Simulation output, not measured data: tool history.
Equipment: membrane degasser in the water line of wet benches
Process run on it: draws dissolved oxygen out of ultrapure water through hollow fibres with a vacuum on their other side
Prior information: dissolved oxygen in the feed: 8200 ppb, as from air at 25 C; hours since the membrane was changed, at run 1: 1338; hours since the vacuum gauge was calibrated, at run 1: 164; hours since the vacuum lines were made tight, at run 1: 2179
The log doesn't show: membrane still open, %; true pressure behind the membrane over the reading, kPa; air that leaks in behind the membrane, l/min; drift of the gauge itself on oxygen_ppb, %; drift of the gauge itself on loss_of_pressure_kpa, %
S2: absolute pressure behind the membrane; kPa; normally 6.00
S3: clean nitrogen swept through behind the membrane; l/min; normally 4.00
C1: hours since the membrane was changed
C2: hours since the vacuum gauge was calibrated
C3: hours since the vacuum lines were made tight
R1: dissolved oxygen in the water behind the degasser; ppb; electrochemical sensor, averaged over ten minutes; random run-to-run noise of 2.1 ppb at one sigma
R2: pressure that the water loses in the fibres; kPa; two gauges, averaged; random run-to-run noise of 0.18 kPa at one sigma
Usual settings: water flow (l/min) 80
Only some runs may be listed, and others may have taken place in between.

run 1 hour=0.0 | water_flow_(l/min)=80 S2=6.00 S3=4.00 | C1=1338 C2=164 C3=2179 | R1=205.2 R2=34.09
run 2 hour=54.0 | water_flow_(l/min)=80 S2=7.54 S3=4.00 | C1=1392 C2=218 C3=2233 | R1=271.6 R2=34.55
run 3 hour=115.6 | water_flow_(l/min)=80 S2=7.54 S3=4.00 | C1=1453 C2=280 C3=2294 | R1=277.9 R2=34.00
run 4 hour=144.7 | water_flow_(l/min)=80 S2=7.54 S3=4.00 | C1=1483 C2=309 C3=2323 | R1=270.4 R2=34.32
run 5 hour=206.9 | water_flow_(l/min)=80 S2=7.54 S3=4.00 | C1=1545 C2=371 C3=2386 | R1=280.0 R2=34.18
run 6 hour=238.1 | water_flow_(l/min)=80 S2=14.98 S3=4.00 | C1=1576 C2=402 C3=2417 | R1=574.9 R2=33.83
run 7 hour=283.6 | water_flow_(l/min)=80 S2=6.00 S3=4.00 | C1=1621 C2=447 C3=2462 | R1=213.7 R2=34.14
run 8 hour=319.5 | water_flow_(l/min)=80 S2=6.00 S3=4.00 | C1=1657 C2=483 C3=2498 | R1=209.4 R2=34.46
run 9 hour=381.8 | water_flow_(l/min)=80 S2=6.00 S3=4.00 | C1=1720 C2=546 C3=2560 | R1=212.5 R2=34.31
run 10 hour=438.8 | water_flow_(l/min)=80 S2=6.00 S3=3.00 | C1=1777 C2=603 C3=2618 | R1=244.8 R2=33.84
run 11 hour=489.4 | water_flow_(l/min)=80 S2=6.00 S3=3.00 | C1=1827 C2=653 C3=2668 | R1=242.5 R2=34.27
run 12 hour=544.0 | water_flow_(l/min)=80 S2=6.00 S3=3.00 | C1=1882 C2=708 C3=2723 | R1=244.1 R2=34.37
run 13 hour=604.0 | water_flow_(l/min)=80 S2=5.09 S3=4.00 | C1=1942 C2=768 C3=2783 | R1=173.8 R2=34.64
-- hour=656.9 seals of the vacuum lines changed
run 14 hour=667.5 | water_flow_(l/min)=80 S2=4.84 S3=4.00 | C1=2003 C2=829 C3=11 | R1=161.0 R2=34.21
run 15 hour=710.8 | water_flow_(l/min)=80 S2=4.84 S3=4.00 | C1=2047 C2=873 C3=54 | R1=164.3 R2=34.26
run 16 hour=771.4 | water_flow_(l/min)=80 S2=4.84 S3=4.00 | C1=2107 C2=933 C3=115 | R1=165.3 R2=34.58
run 17 hour=826.0 | water_flow_(l/min)=80 S2=4.84 S3=4.00 | C1=2162 C2=988 C3=169 | R1=163.8 R2=34.66
run 18 hour=858.3 | water_flow_(l/min)=75 S2=6.00 S3=3.75 | C1=2194 C2=1020 C3=201 | R1=202.0 R2=32.26
run 19 hour=883.8 | water_flow_(l/min)=75 S2=12.16 S3=4.97 | C1=2220 C2=1046 C3=227 | R1=377.0 R2=32.24
run 20 hour=939.8 | water_flow_(l/min)=75 S2=12.16 S3=4.97 | C1=2276 C2=1102 C3=283 | R1=380.8 R2=32.33
run 21 hour=999.3 | water_flow_(l/min)=90 S2=7.88 S3=1.69 | C1=2335 C2=1161 C3=342 | R1=560.6 R2=38.40
run 22 hour=1050.8 | water_flow_(l/min)=90 S2=4.52 S3=2.97 | C1=2387 C2=1213 C3=394 | R1=200.3 R2=38.63
run 23 hour=1104.4 | water_flow_(l/min)=90 S2=4.52 S3=2.97 | C1=2440 C2=1266 C3=447 | R1=208.1 R2=38.61
run 24 hour=1146.1 | water_flow_(l/min)=90 S2=5.03 S3=2.97 | C1=2482 C2=1308 C3=489 | R1=235.3 R2=38.71
run 25 hour=1203.9 | water_flow_(l/min)=65 S2=7.85 S3=2.92 | C1=2540 C2=1366 C3=547 | R1=284.5 R2=28.02
run 26 hour=1253.1 | water_flow_(l/min)=65 S2=7.85 S3=2.92 | C1=2589 C2=1415 C3=596 | R1=283.9 R2=27.98
run 27 hour=1284.0 | water_flow_(l/min)=65 S2=7.85 S3=2.92 | C1=2620 C2=1446 C3=627 | R1=282.0 R2=27.90
run 28 hour=1312.4 | water_flow_(l/min)=76 S2=13.99 S3=4.71 | C1=2648 C2=1474 C3=655 | R1=456.4 R2=32.64
run 29 hour=1360.4 | water_flow_(l/min)=72 S2=13.99 S3=7.67 | C1=2696 C2=1522 C3=703 | R1=304.9 R2=30.96
run 30 hour=1409.4 | water_flow_(l/min)=95 S2=14.78 S3=10.56 | C1=2745 C2=1571 C3=752 | R1=364.0 R2=41.11
run 31 hour=1444.7 | water_flow_(l/min)=95 S2=14.78 S3=5.55 | C1=2781 C2=1607 C3=788 | R1=560.1 R2=40.76
run 32 hour=1506.7 | water_flow_(l/min)=56 S2=5.37 S3=5.91 | C1=2843 C2=1669 C3=850 | R1=95.5 R2=24.40
run 33 hour=1562.0 | water_flow_(l/min)=80 S2=6.00 S3=1.70 | C1=2898 C2=1724 C3=905 | R1=344.6 R2=34.69

Hidden state at the last listed run before each entry between runs and at the first one after, where it differs:
Runs 13 to 14: seals of the vacuum lines changed (hour 656.9)
  true pressure behind the membrane over the reading, kPa: 0.04 -> 0.05; air that leaks in behind the membrane, l/min: 0.0089 -> 0.0029
  measured less the result without the state, R1: +6.7 -> +7.1 ppb; R2: +0.41 -> +0.43 kPa
